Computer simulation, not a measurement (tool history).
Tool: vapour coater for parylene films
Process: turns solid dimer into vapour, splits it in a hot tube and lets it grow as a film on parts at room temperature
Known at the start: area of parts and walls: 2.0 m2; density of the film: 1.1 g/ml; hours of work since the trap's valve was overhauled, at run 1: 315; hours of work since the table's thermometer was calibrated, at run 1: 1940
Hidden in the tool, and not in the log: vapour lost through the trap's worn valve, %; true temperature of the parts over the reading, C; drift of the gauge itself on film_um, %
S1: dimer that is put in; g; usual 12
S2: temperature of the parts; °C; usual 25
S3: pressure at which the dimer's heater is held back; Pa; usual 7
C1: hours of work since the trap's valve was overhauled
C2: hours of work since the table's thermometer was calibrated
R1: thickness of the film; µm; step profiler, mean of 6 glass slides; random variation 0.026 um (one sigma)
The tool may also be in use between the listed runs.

{"run": 1, "day": 0.0, "S1": 12, "S2": 25, "S3": 7, "C1": 315, "C2": 1940, "R1": 3.42}
{"day": 2.042, "done": "trap's valve overhauled"}
{"run": 2, "day": 2.383, "S1": 12, "S2": 25, "S3": 7, "C1": 6, "C2": 1982, "R1": 3.15}
{"run": 3, "day": 4.404, "S1": 20, "S2": 25, "S3": 7, "C1": 45, "C2": 2020, "R1": 5.15}
{"run": 4, "day": 5.754, "S1": 6, "S2": 25, "S3": 7, "C1": 70, "C2": 2045, "R1": 1.54}
{"run": 5, "day": 8.738, "S1": 6, "S2": 25, "S3": 7, "C1": 126, "C2": 2101, "R1": 1.48}
{"run": 6, "day": 11.142, "S1": 6, "S2": 25, "S3": 7, "C1": 171, "C2": 2147, "R1": 1.47}
{"day": 12.421, "done": "table's thermometer calibrated"}
{"run": 7, "day": 13.117, "S1": 6, "S2": 27, "S3": 3.21, "C1": 208, "C2": 13, "R1": 1.52}
{"run": 8, "day": 15.333, "S1": 17, "S2": 20, "S3": 2.31, "C1": 250, "C2": 55, "R1": 5.68}

The next listed run, before its measurement:
{"day": 17.138, "done": "trap's valve overhauled, once more"}
{"run": 9, "day": 17.942, "S1": 17, "S2": 26, "S3": 6.11, "C1": 15, "C2": 101, "R1": "?"}

{"run 9": {"R1": 5.15}}
Without the tool's hidden state the same run would have given R1 5.16 µm.

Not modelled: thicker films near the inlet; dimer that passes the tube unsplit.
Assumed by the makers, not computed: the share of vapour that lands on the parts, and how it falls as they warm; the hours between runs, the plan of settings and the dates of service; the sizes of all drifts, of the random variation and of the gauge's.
